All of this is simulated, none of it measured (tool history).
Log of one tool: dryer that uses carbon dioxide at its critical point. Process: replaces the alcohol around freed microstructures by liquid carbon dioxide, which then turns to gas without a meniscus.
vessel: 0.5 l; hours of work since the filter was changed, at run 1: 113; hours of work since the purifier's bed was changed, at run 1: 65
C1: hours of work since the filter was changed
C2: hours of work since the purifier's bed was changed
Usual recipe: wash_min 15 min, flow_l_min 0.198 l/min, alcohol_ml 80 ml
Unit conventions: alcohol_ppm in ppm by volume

run 1 hour=0 | wash_min=15 flow_l_min=0.198 alcohol_ml=80 | C1=113 C2=65 | alcohol_ppm=1189
run 2 hour=29.7 | wash_min=15 flow_l_min=0.198 alcohol_ml=80 | C1=123 C2=75 | alcohol_ppm=1263
run 3 hour=58.7 | wash_min=15 flow_l_min=0.198 alcohol_ml=80 | C1=132 C2=84 | alcohol_ppm=1335
run 4 hour=91.8 | wash_min=17 flow_l_min=0.198 alcohol_ml=80 | C1=142 C2=94 | alcohol_ppm=750
run 5 hour=108.4 | wash_min=15 flow_l_min=0.198 alcohol_ml=80 | C1=148 C2=100 | alcohol_ppm=1414
run 6 hour=137.6 | wash_min=15 flow_l_min=0.198 alcohol_ml=80 | C1=157 C2=109 | alcohol_ppm=1500
run 7 hour=169 | wash_min=15 flow_l_min=0.196 alcohol_ml=80 | C1=167 C2=119 | alcohol_ppm=1613
run 8 hour=186.4 | wash_min=15 flow_l_min=0.196 alcohol_ml=80 | C1=172 C2=124 | alcohol_ppm=1674
run 9 hour=220.8 | wash_min=15 flow_l_min=0.278 alcohol_ml=80 | C1=183 C2=135 | alcohol_ppm=296
run 10 hour=250.3 | wash_min=15 flow_l_min=0.278 alcohol_ml=80 | C1=192 C2=144 | alcohol_ppm=341
run 11 hour=271.3 | wash_min=11 flow_l_min=0.198 alcohol_ml=80 | C1=199 C2=151 | alcohol_ppm=5966
-- hour=297 inlet filter changed
run 12 hour=309.3 | wash_min=11 flow_l_min=0.198 alcohol_ml=80 | C1=4 C2=163 | alcohol_ppm=3057
run 13 hour=334.2 | wash_min=11 flow_l_min=0.198 alcohol_ml=80 | C1=12 C2=171 | alcohol_ppm=3215
run 14 hour=364.3 | wash_min=11 flow_l_min=0.198 alcohol_ml=80 | C1=21 C2=180 | alcohol_ppm=3229
run 15 hour=401.2 | wash_min=11 flow_l_min=0.198 alcohol_ml=80 | C1=33 C2=192 | alcohol_ppm=3356
run 16 hour=426.5 | wash_min=11 flow_l_min=0.198 alcohol_ml=80 | C1=41 C2=200 | alcohol_ppm=3511
run 17 hour=457.8 | wash_min=11 flow_l_min=0.198 alcohol_ml=80 | C1=51 C2=210 | alcohol_ppm=3606
run 18 hour=480.7 | wash_min=11 flow_l_min=0.198 alcohol_ml=80 | C1=58 C2=217 | alcohol_ppm=3675
run 19 hour=516 | wash_min=15 flow_l_min=0.198 alcohol_ml=80 | C1=69 C2=228 | alcohol_ppm=1026
run 20 hour=532 | wash_min=15 flow_l_min=0.198 alcohol_ml=80 | C1=74 C2=233 | alcohol_ppm=1059
run 21 hour=560.2 | wash_min=15 flow_l_min=0.198 alcohol_ml=80 | C1=83 C2=242 | alcohol_ppm=1117
run 22 hour=579.6 | wash_min=15 flow_l_min=0.198 alcohol_ml=80 | C1=89 C2=248 | alcohol_ppm=1155
run 23 hour=615.9 | wash_min=15 flow_l_min=0.198 alcohol_ml=80 | C1=101 C2=259 | alcohol_ppm=1221

Estimate the outcome of run 24 from the log above:
run 24 hour=631.9 | wash_min=15 flow_l_min=0.138 alcohol_ml=80 | C1=106 C2=265 | alcohol_ppm=?

alcohol_ppm: 5105 ppm by volume
Without the tool's hidden state the same run would have given alcohol_ppm 3498 ppm by volume.
